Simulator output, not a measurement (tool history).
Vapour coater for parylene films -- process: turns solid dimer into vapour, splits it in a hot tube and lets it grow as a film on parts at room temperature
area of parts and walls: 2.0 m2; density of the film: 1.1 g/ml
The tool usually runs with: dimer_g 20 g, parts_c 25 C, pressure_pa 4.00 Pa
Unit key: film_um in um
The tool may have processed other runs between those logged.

run	hour	dimer_g	parts_c	pressure_pa	film_um
1	0.0	20	25	4.00	4.24
2	29.2	20	25	4.00	4.22
3	73.2	20	25	4.00	4.45
4	97.7	20	25	4.00	4.48
5	135.2	20	25	4.00	4.48
6	169.4	20	31	4.00	3.72
7	206.6	14	25	4.00	3.13
8	230.4	14	25	4.00	3.08
9	253.3	14	25	4.00	3.09
10	285.1	14	25	4.00	3.10
11	304.9	20	21	4.00	4.97
12	334.2	20	25	3.47	4.47
13	365.3	20	25	3.47	4.48
14	388.4	9	25	3.47	2.01
15	425.1	9	25	3.47	2.00
16	458.7	9	25	3.47	1.99
17	491.6	9	25	3.47	1.99
18	523.3	9	25	3.47	2.01
19	553.4	20	25	4.00	4.37
20	570.0	20	25	4.00	4.35
21	610.5	20	25	4.00	4.39
22	641.3	20	25	4.00	4.37
23	664.5	9	25	4.00	1.95
24	695.4	11	32	4.00	1.97
25	725.4	11	32	4.00	1.95
26	746.5	11	32	4.00	1.95
27	767.3	33	28	4.00	6.55
28	789.9	13	25	4.00	2.83
29	808.0	13	34	5.49	2.15
30	827.6	21	26	11.20	4.05
31	860.6	26	25	3.38	5.72
32	881.1	26	32	3.38	4.68
33	910.8	22	34	2.39	3.82
34	937.9	11	20	3.69	2.74
35	971.3	16	18	5.19	4.06
36	992.4	32	23	5.57	7.10
37	1020.5	32	23	5.57	7.07
38	1056.6	22	25	3.56	4.77
39	1075.2	13	26	10.68	2.45
40	1091.9	13	19	6.88	3.13
41	1110.3	13	19	6.88	3.11
42	1147.7	13	19	6.88	3.14
43	1166.9	13	18	11.25	3.07
44	1186.2	20	25	2.57	4.44
45	1211.7	20	25	2.57	4.43

Removed from this log: 1 entry logged between the listed runs. Between which two listed runs does each belong, and how does the tool's hidden state at the listed run before it compare with that at the listed run after it?
In the gap between runs 2 and 3: trap's valve overhauled (hour 60.2)
  vapour lost through the trap's worn valve, %: 5.5 -> 0.2; true temperature of the parts over the reading, C: 0.06 -> 0.07
  difference, measured minus the result without the unlogged condition, film_um: -0.25 -> -0.01 um

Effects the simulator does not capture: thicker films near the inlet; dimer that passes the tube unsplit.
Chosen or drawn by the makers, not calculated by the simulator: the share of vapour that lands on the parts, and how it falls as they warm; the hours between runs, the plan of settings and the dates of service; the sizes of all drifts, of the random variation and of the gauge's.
